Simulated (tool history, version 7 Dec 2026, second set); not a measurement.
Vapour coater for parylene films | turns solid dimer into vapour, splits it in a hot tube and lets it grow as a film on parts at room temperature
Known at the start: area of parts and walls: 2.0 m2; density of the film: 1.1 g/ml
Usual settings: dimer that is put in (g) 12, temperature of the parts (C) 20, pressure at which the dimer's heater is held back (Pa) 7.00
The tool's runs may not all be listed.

| run | hour | dimer that is put in (g) | temperature of the parts (C) | pressure at which the dimer's heater is held back (Pa) | thickness of the film (um) |
|---|---|---|---|---|---|
| 1 | 0.0 | 12 | 20 | 7.00 | 2.95 |
|  | 5.4 | trap's valve overhauled |
| 2 | 20.1 | 17 | 20 | 7.00 | 4.08 |
| 3 | 29.6 | 17 | 15 | 7.00 | 5.06 |
| 4 | 36.6 | 12 | 18 | 7.00 | 3.14 |
| 5 | 44.2 | 12 | 20 | 2.95 | 3.37 |
| 6 | 57.0 | 12 | 20 | 2.95 | 3.33 |
| 7 | 68.1 | 10 | 20 | 7.00 | 2.44 |
| 8 | 83.2 | 12 | 20 | 7.00 | 2.94 |
| 9 | 91.2 | 12 | 20 | 7.00 | 2.91 |
| 10 | 105.3 | 12 | 20 | 7.00 | 2.94 |
| 11 | 116.7 | 12 | 20 | 7.00 | 2.97 |
| 12 | 130.2 | 12 | 20 | 7.00 | 2.99 |
| 13 | 143.1 | 12 | 20 | 7.00 | 2.89 |
| 14 | 160.0 | 12 | 20 | 7.00 | 2.93 |
| 15 | 169.2 | 12 | 20 | 7.00 | 2.98 |
| 16 | 184.6 | 17 | 18 | 7.00 | 4.45 |
| 17 | 193.3 | 17 | 18 | 7.00 | 4.49 |
| 18 | 207.1 | 17 | 18 | 7.00 | 4.49 |
| 19 | 217.4 | 15 | 18 | 7.00 | 3.96 |
| 20 | 234.4 | 15 | 18 | 7.00 | 3.97 |
| 21 | 243.5 | 12 | 15 | 3.73 | 3.88 |
| 22 | 258.4 | 5 | 15 | 3.73 | 1.55 |
| 23 | 269.7 | 12 | 20 | 3.90 | 3.23 |
| 24 | 276.9 | 6 | 20 | 5.13 | 1.55 |
| 25 | 292.1 | 7 | 20 | 7.76 | 1.71 |
| 26 | 307.3 | 7 | 20 | 7.76 | 1.69 |
| 27 | 316.9 | 7 | 15 | 8.44 | 2.04 |
| 28 | 327.5 | 7 | 22 | 10.14 | 1.53 |

3 ways to go on from here, each from the tool as it stands after run 28. What would each give?
| A | 342.0 | 7 | 14 | 8.34 | ? |
| B | 342.0 | 8 | 22 | 10.14 | ? |
| C | 342.0 | 12 | 29 | 3.15 | ? |

| run | thickness of the film (um) |
|---|---|
| A | 2.11 |
| B | 1.75 |
| C | 2.46 |
Without the tool's hidden state the same runs would have given:
| run | thickness of the film (um) |
|---|---|
| A | 2.11 |
| B | 1.75 |
| C | 2.47 |
